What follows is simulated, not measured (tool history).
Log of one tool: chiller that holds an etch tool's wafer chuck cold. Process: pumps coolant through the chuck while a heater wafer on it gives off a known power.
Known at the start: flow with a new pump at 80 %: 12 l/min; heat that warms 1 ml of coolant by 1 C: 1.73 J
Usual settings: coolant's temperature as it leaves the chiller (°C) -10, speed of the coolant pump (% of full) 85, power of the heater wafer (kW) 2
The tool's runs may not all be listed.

run,hour,coolant's temperature as it leaves the chiller (°C),speed of the coolant pump (% of full),power of the heater wafer (kW),chuck's temperature once it has settled (°C),how much warmer the coolant comes back (C)
1,0,-10,85,2,9,5.67
2,48.7,-10,85,2,9,5.71
3,106.9,-10,85,2,9.2,5.76
4,152.3,-10,85,2.082,9.8,6
5,203.3,-10,85,2.082,10,5.98
6,249.4,-10,85,2.082,9.9,5.95
7,285.5,-15,85,2.082,5,5.97
8,316.5,-15,85,2.082,4.8,6
9,348.8,-10,85,2,9.4,5.68
10,379.9,-20,85,2,-0.8,5.75
11,403.7,-15,66,2,7.7,7.71
12,428.3,-19,64,2,4.4,7.97
13,472.3,-19,64,2,4.2,8.04
14,519,-14,92,1.352,-1.4,3.59
15,562.4,-14,92,1.352,-1.3,3.54
16,620.9,-10,72,2.306,15.1,8.05
17,648.3,-13,69,2.306,12.7,8.51

The next listed run, before its measurement:
18,702.1,-13,69,2.306,?,?

chuck's temperature once it has settled (°C): 12.7
how much warmer the coolant comes back (C): 8.46
Without the tool's hidden state the same run would have given chuck's temperature once it has settled (°C) 9, how much warmer the coolant comes back (C) 7.85.
